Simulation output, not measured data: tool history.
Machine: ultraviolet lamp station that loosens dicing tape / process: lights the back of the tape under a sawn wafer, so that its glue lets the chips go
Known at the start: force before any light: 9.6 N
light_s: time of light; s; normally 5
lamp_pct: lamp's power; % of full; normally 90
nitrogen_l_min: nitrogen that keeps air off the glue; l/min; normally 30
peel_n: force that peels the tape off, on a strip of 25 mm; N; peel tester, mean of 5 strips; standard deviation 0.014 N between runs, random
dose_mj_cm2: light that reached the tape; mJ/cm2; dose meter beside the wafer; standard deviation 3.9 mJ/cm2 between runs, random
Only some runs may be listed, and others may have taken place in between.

run	hour	light_s	lamp_pct	nitrogen_l_min	peel_n	dose_mj_cm2
1	0	5	90	30	0.768	619
2	11.7	5	90	30	0.789	609
3	21.2	5	90	30	0.799	608
4	30.8	5	90	15	1.109	600
5	40.3	5	90	57	0.648	603
6	48.2	5	90	57	0.631	603

What does the tool deliver on the next run?
7	57.7	5	90	57	?	?

{"run 7": {"peel_n": 0.658, "dose_mj_cm2": 602}}
Without the tool's hidden state the same run would have given peel_n 0.52 N, dose_mj_cm2 660 mJ/cm2.

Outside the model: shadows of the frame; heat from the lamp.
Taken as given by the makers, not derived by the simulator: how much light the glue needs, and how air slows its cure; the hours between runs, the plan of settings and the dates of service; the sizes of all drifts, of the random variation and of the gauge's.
